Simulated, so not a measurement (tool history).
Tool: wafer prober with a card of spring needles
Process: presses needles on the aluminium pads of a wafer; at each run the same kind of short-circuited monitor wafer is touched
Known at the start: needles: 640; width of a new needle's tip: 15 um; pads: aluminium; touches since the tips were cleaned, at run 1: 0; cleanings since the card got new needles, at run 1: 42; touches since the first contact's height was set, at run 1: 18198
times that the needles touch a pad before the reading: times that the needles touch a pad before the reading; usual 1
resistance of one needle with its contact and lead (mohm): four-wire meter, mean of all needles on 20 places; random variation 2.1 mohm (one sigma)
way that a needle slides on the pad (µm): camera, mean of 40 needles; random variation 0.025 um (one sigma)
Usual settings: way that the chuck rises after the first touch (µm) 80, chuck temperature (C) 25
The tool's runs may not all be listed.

run   hour  way that the chuck rises after the first touch (µm)  chuck temperature (C)  times that the needles touch a pad before the reading  touches since the tips were cleaned  cleanings since the card got new needles  touches since the first contact's height was set  resistance of one needle with its contact and lead (mohm)  way that a needle slides on the pad (µm)
  1    0.0                                                   80                     25                                                      1                                    0                                        42                                             18198                                                        234                                     13.19
       4.2  -- tips cleaned on abrasive film
       9.4  -- tips cleaned on abrasive film
      14.6  -- tips cleaned on abrasive film
  2   15.8                                                   98                     25                                                      1                                  854                                        45                                             29458                                                        248                                     16.09
      19.0  -- tips cleaned on abrasive film
      24.2  -- tips cleaned on abrasive film
      29.4  -- tips cleaned on abrasive film
      33.7  -- tips cleaned on abrasive film
  3   33.7                                                   80                    102                                                      1                                    0                                        49                                             42222                                                        266                                     13.06
      39.0  -- tips cleaned on abrasive film
      44.2  -- tips cleaned on abrasive film
  4   45.7                                                   80                    102                                                      1                                 1112                                        51                                             50766                                                        281                                     13.11
      48.9  -- tips cleaned on abrasive film
      54.1  -- tips cleaned on abrasive film
      59.0  -- tips cleaned on abrasive film
  5   59.0                                                   80                     62                                                      1                                    0                                        54                                             60224                                                        249                                     13.03
      63.2  -- tips cleaned on abrasive film
      68.4  -- tips cleaned on abrasive film
      73.6  -- tips cleaned on abrasive film
  6   76.1                                                   80                     62                                                      1                                 1781                                        57                                             72411                                                        279                                     13.06
      78.2  -- tips cleaned on abrasive film
      82.4  -- tips cleaned on abrasive film
      87.6  -- tips cleaned on abrasive film
  7   88.5                                                   80                     25                                                      1                                  659                                        60                                             81229                                                        255                                     13.01
      92.7  -- tips cleaned on abrasive film
      97.9  -- tips cleaned on abrasive film
     103.1  -- tips cleaned on abrasive film
     108.3  -- tips cleaned on abrasive film
  8  110.2                                                   80                     25                                                      1                                 1425                                        64                                             96741                                                        266                                     12.99
     113.4  -- tips cleaned on abrasive film
     118.6  -- tips cleaned on abrasive film
     123.8  -- tips cleaned on abrasive film
     129.0  -- tips cleaned on abrasive film
     133.2  -- tips cleaned on abrasive film
  9  134.3                                                   80                     25                                                      1                                  764                                        69                                            113850                                                        259                                     12.97
     137.4  -- tips cleaned on abrasive film
     142.6  -- tips cleaned on abrasive film
     147.9  -- tips cleaned on abrasive film
 10  149.9                                                   80                     25                                                      1                                 1456                                        72                                            124967                                                        263                                     12.89
     153.0  -- tips cleaned on abrasive film
     156.4  -- height of the first contact set anew
     158.5  -- tips cleaned on abrasive film
 11  162.5                                                   89                     78                                                      1                                 2853                                        74                                              4340                                                        280                                     14.68
     163.6  -- tips cleaned on abrasive film
     167.8  -- tips cleaned on abrasive film
     173.0  -- tips cleaned on abrasive film
     178.1  -- tips cleaned on abrasive film
 12  178.1                                                   68                     31                                                      1                                    0                                        78                                             15420                                                        245                                     11.20
     183.3  -- tips cleaned on abrasive film
     188.5  -- tips cleaned on abrasive film
     193.7  -- tips cleaned on abrasive film
 13  194.7                                                   68                     31                                                      1                                  717                                        81                                             27286                                                        269                                     11.20
     198.9  -- tips cleaned on abrasive film
     204.1  -- tips cleaned on abrasive film
     209.3  -- tips cleaned on abrasive film
     214.5  -- tips cleaned on abrasive film
 14  217.3                                                   70                     37                                                      2                                 2057                                        85                                             43442                                                        274                                     11.47
     219.5  -- tips cleaned on abrasive film
     224.7  -- tips cleaned on abrasive film
 15  228.4                                                   80                     80                                                      3                                 2709                                        87                                             51334                                                        263                                     13.13

Forecast run 16:
     229.5  -- tips cleaned on abrasive film
     234.7  -- tips cleaned on abrasive film
     239.9  -- tips cleaned on abrasive film
 16  242.4                                                   80                     80                                                      3                                 1784                                        90                                             61295                                                          ?                                         ?

Run 16 gave resistance of one needle with its contact and lead (mohm) 265, way that a needle slides on the pad (µm) 13.08.
Without the tool's hidden state the same run would have given resistance of one needle with its contact and lead (mohm) 252, way that a needle slides on the pad (µm) 13.20.
